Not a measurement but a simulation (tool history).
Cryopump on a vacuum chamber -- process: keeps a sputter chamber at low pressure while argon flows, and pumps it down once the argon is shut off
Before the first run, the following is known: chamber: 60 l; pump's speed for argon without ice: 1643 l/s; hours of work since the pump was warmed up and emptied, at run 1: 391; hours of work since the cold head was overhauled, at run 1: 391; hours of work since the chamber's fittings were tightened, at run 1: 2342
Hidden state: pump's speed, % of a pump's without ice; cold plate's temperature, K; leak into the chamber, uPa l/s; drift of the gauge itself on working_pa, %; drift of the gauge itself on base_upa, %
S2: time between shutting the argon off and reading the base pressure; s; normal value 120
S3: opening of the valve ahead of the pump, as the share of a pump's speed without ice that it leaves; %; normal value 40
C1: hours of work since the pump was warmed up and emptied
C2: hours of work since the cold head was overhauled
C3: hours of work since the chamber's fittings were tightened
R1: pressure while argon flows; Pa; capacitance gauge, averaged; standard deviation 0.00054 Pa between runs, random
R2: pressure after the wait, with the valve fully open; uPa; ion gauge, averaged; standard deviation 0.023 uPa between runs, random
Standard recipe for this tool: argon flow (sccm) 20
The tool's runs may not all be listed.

{"run": 1, "day": 0.0, "argon flow (sccm)": 20, "S2": 120, "S3": 40, "C1": 391, "C2": 391, "C3": 2342, "R1": 0.0545, "R2": 2.35}
{"run": 2, "day": 0.338, "argon flow (sccm)": 20, "S2": 33, "S3": 40, "C1": 397, "C2": 397, "C3": 2348, "R1": 0.0541, "R2": 3.87}
{"run": 3, "day": 0.846, "argon flow (sccm)": 20, "S2": 120, "S3": 40, "C1": 405, "C2": 405, "C3": 2357, "R1": 0.0549, "R2": 2.36}
{"run": 4, "day": 1.471, "argon flow (sccm)": 20, "S2": 120, "S3": 40, "C1": 416, "C2": 416, "C3": 2367, "R1": 0.0546, "R2": 2.42}
{"run": 5, "day": 2.138, "argon flow (sccm)": 20, "S2": 39, "S3": 40, "C1": 427, "C2": 427, "C3": 2379, "R1": 0.0547, "R2": 3.52}
{"run": 6, "day": 2.804, "argon flow (sccm)": 20, "S2": 39, "S3": 40, "C1": 439, "C2": 439, "C3": 2390, "R1": 0.0547, "R2": 3.56}
{"run": 7, "day": 3.429, "argon flow (sccm)": 20, "S2": 120, "S3": 16, "C1": 449, "C2": 449, "C3": 2401, "R1": 0.1322, "R2": 2.47}
{"run": 8, "day": 4.004, "argon flow (sccm)": 20, "S2": 22, "S3": 16, "C1": 459, "C2": 459, "C3": 2410, "R1": 0.1333, "R2": 4.78}
{"run": 9, "day": 4.367, "argon flow (sccm)": 20, "S2": 22, "S3": 16, "C1": 465, "C2": 465, "C3": 2417, "R1": 0.133, "R2": 4.84}
{"run": 10, "day": 4.938, "argon flow (sccm)": 20, "S2": 22, "S3": 16, "C1": 475, "C2": 475, "C3": 2426, "R1": 0.1324, "R2": 4.94}
{"run": 11, "day": 5.567, "argon flow (sccm)": 20, "S2": 270, "S3": 40, "C1": 486, "C2": 486, "C3": 2437, "R1": 0.0556, "R2": 2.15}
{"run": 12, "day": 6.088, "argon flow (sccm)": 20, "S2": 270, "S3": 40, "C1": 494, "C2": 494, "C3": 2446, "R1": 0.0557, "R2": 2.21}
{"run": 13, "day": 6.692, "argon flow (sccm)": 20, "S2": 270, "S3": 56, "C1": 505, "C2": 505, "C3": 2456, "R1": 0.0404, "R2": 2.23}
{"run": 14, "day": 7.008, "argon flow (sccm)": 37, "S2": 262, "S3": 55, "C1": 510, "C2": 510, "C3": 2462, "R1": 0.0778, "R2": 2.26}
{"run": 15, "day": 7.708, "argon flow (sccm)": 37, "S2": 262, "S3": 55, "C1": 522, "C2": 522, "C3": 2473, "R1": 0.0769, "R2": 2.27}
{"run": 16, "day": 8.296, "argon flow (sccm)": 17, "S2": 29, "S3": 55, "C1": 532, "C2": 532, "C3": 2483, "R1": 0.0352, "R2": 4.38}
{"run": 17, "day": 8.821, "argon flow (sccm)": 17, "S2": 29, "S3": 15, "C1": 541, "C2": 541, "C3": 2492, "R1": 0.1195, "R2": 4.49}

The next listed run, before its measurement:
{"run": 18, "day": 9.421, "argon flow (sccm)": 29, "S2": 108, "S3": 19, "C1": 551, "C2": 551, "C3": 2503, "R1": "?", "R2": "?"}

{"run 18": {"R1": 0.1654, "R2": 2.62}}
With the hidden condition absent and the run-to-run variation left alone, this run would have shown R1 0.1586 Pa, R2 0.76 uPa.
